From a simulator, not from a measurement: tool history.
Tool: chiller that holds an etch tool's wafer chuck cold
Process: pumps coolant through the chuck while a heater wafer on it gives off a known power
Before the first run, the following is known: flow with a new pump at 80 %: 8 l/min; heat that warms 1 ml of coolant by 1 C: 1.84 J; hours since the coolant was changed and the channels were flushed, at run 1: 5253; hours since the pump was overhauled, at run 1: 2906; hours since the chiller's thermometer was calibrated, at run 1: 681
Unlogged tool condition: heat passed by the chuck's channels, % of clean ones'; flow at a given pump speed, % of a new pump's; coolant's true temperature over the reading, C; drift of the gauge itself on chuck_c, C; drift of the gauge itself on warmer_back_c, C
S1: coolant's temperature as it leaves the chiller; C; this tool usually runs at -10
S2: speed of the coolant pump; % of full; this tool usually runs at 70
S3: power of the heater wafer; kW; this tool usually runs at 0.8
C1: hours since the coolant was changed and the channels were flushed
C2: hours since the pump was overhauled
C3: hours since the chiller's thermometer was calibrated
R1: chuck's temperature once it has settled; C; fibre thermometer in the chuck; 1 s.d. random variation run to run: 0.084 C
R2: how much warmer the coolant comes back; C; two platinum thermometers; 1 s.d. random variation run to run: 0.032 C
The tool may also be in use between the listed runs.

{"run": 1, "hour": 0.0, "S1": -10, "S2": 70, "S3": 0.8, "C1": 5253, "C2": 2906, "C3": 681, "R1": -1.7, "R2": 3.71}
{"run": 2, "hour": 152.2, "S1": -10, "S2": 70, "S3": 0.8, "C1": 5405, "C2": 3058, "C3": 833, "R1": -1.77, "R2": 3.72}
{"run": 3, "hour": 255.6, "S1": -10, "S2": 70, "S3": 0.8, "C1": 5508, "C2": 3161, "C3": 936, "R1": -1.57, "R2": 3.73}
{"run": 4, "hour": 322.8, "S1": -10, "S2": 70, "S3": 0.8, "C1": 5576, "C2": 3229, "C3": 1004, "R1": -1.78, "R2": 3.76}
{"run": 5, "hour": 431.4, "S1": -10, "S2": 70, "S3": 0.623, "C1": 5684, "C2": 3337, "C3": 1112, "R1": -3.6, "R2": 2.93}
{"run": 6, "hour": 504.7, "S1": -10, "S2": 70, "S3": 0.646, "C1": 5758, "C2": 3411, "C3": 1186, "R1": -3.46, "R2": 2.98}
{"run": 7, "hour": 571.9, "S1": -10, "S2": 70, "S3": 0.646, "C1": 5825, "C2": 3478, "C3": 1253, "R1": -3.38, "R2": 2.98}
{"run": 8, "hour": 700.7, "S1": -10, "S2": 70, "S3": 0.646, "C1": 5953, "C2": 3607, "C3": 1382, "R1": -3.33, "R2": 3.03}
{"run": 9, "hour": 846.2, "S1": -10, "S2": 70, "S3": 0.646, "C1": 6099, "C2": 3752, "C3": 1527, "R1": -3.25, "R2": 3.04}
{"run": 10, "hour": 969.1, "S1": -10, "S2": 70, "S3": 0.48, "C1": 6222, "C2": 3875, "C3": 1650, "R1": -5.11, "R2": 2.21}
{"run": 11, "hour": 1118.4, "S1": -10, "S2": 70, "S3": 0.48, "C1": 6371, "C2": 4024, "C3": 1799, "R1": -4.94, "R2": 2.22}
{"hour": 1269.0, "done": "coolant changed, channels flushed"}
{"run": 12, "hour": 1269.0, "S1": -10, "S2": 66, "S3": 0.8, "C1": 0, "C2": 4169, "C3": 1944, "R1": -1.44, "R2": 3.9}
{"run": 13, "hour": 1345.4, "S1": -10, "S2": 66, "S3": 0.8, "C1": 76, "C2": 4245, "C3": 2020, "R1": -1.43, "R2": 3.93}
{"run": 14, "hour": 1423.9, "S1": -10, "S2": 90, "S3": 0.8, "C1": 155, "C2": 4324, "C3": 2099, "R1": -2.94, "R2": 2.95}
{"hour": 1506.4, "done": "chiller's thermometer calibrated"}
{"run": 15, "hour": 1581.7, "S1": -10, "S2": 90, "S3": 0.8, "C1": 312, "C2": 4481, "C3": 75, "R1": -3.09, "R2": 2.88}
{"run": 16, "hour": 1707.6, "S1": -10, "S2": 70, "S3": 0.8, "C1": 438, "C2": 4606, "C3": 201, "R1": -1.69, "R2": 3.76}
{"run": 17, "hour": 1820.5, "S1": -20, "S2": 70, "S3": 0.8, "C1": 550, "C2": 4719, "C3": 314, "R1": -11.66, "R2": 3.71}
{"run": 18, "hour": 1981.3, "S1": -20, "S2": 70, "S3": 0.8, "C1": 711, "C2": 4880, "C3": 475, "R1": -11.83, "R2": 3.74}
{"run": 19, "hour": 2079.2, "S1": -20, "S2": 70, "S3": 0.8, "C1": 809, "C2": 4978, "C3": 573, "R1": -11.44, "R2": 3.77}
{"run": 20, "hour": 2206.1, "S1": -9, "S2": 70, "S3": 0.8, "C1": 936, "C2": 5105, "C3": 700, "R1": -0.76, "R2": 3.66}
{"run": 21, "hour": 2337.4, "S1": -9, "S2": 88, "S3": 0.8, "C1": 1067, "C2": 5236, "C3": 831, "R1": -1.79, "R2": 3.01}
{"run": 22, "hour": 2441.2, "S1": 0, "S2": 61, "S3": 0.652, "C1": 1171, "C2": 5340, "C3": 935, "R1": 7.37, "R2": 3.46}
{"run": 23, "hour": 2512.8, "S1": -10, "S2": 77, "S3": 0.8, "C1": 1243, "C2": 5412, "C3": 1006, "R1": -2.21, "R2": 3.41}
{"run": 24, "hour": 2658.6, "S1": -6, "S2": 91, "S3": 0.8, "C1": 1389, "C2": 5557, "C3": 1152, "R1": 0.75, "R2": 2.9}
{"run": 25, "hour": 2776.9, "S1": -6, "S2": 91, "S3": 0.8, "C1": 1507, "C2": 5676, "C3": 1270, "R1": 1.03, "R2": 2.86}
{"run": 26, "hour": 2856.7, "S1": -2, "S2": 95, "S3": 0.864, "C1": 1587, "C2": 5756, "C3": 1350, "R1": 5.3, "R2": 3.02}
{"run": 27, "hour": 2991.5, "S1": -2, "S2": 85, "S3": 0.642, "C1": 1721, "C2": 5890, "C3": 1485, "R1": 3.85, "R2": 2.44}
{"run": 28, "hour": 3113.4, "S1": -2, "S2": 85, "S3": 0.642, "C1": 1843, "C2": 6012, "C3": 1607, "R1": 3.82, "R2": 2.5}
{"run": 29, "hour": 3225.2, "S1": -6, "S2": 97, "S3": 0.499, "C1": 1955, "C2": 6124, "C3": 1719, "R1": -1.75, "R2": 1.72}
{"run": 30, "hour": 3309.9, "S1": -6, "S2": 78, "S3": 1.125, "C1": 2040, "C2": 6209, "C3": 1803, "R1": 4.85, "R2": 4.76}
{"run": 31, "hour": 3414.4, "S1": -16, "S2": 70, "S3": 0.482, "C1": 2144, "C2": 6313, "C3": 1908, "R1": -10.93, "R2": 2.16}

Each row is a separate what-if for the run after 31, all from the same tool condition, not one after another. Results?
{"run": "A", "hour": 3492.1, "S1": -18, "S2": 81, "S3": 0.576, "C1": 2222, "C2": 6391, "C3": 1986, "R1": "?", "R2": "?"}
{"run": "B", "hour": 3492.1, "S1": -16, "S2": 96, "S3": 0.518, "C1": 2222, "C2": 6391, "C3": 1986, "R1": "?", "R2": "?"}
{"run": "C", "hour": 3492.1, "S1": -10, "S2": 77, "S3": 0.8, "C1": 2222, "C2": 6391, "C3": 1986, "R1": "?", "R2": "?"}
{"run": "D", "hour": 3492.1, "S1": -16, "S2": 73, "S3": 0.482, "C1": 2222, "C2": 6391, "C3": 1986, "R1": "?", "R2": "?"}
{"run": "E", "hour": 3492.1, "S1": -17, "S2": 79, "S3": 1.067, "C1": 2222, "C2": 6391, "C3": 1986, "R1": "?", "R2": "?"}

run=A R1=-12.69 R2=2.29
run=B R1=-11.62 R2=1.72
run=C R1=-2.22 R2=3.4
run=D R1=-11.17 R2=2.19
run=E R1=-6.87 R2=4.44
Without the tool's hidden state the same runs would have given:
run=A R1=-12.69 R2=2.29
run=B R1=-11.62 R2=1.71
run=C R1=-2.23 R2=3.39
run=D R1=-11.17 R2=2.18
run=E R1=-6.88 R2=4.43

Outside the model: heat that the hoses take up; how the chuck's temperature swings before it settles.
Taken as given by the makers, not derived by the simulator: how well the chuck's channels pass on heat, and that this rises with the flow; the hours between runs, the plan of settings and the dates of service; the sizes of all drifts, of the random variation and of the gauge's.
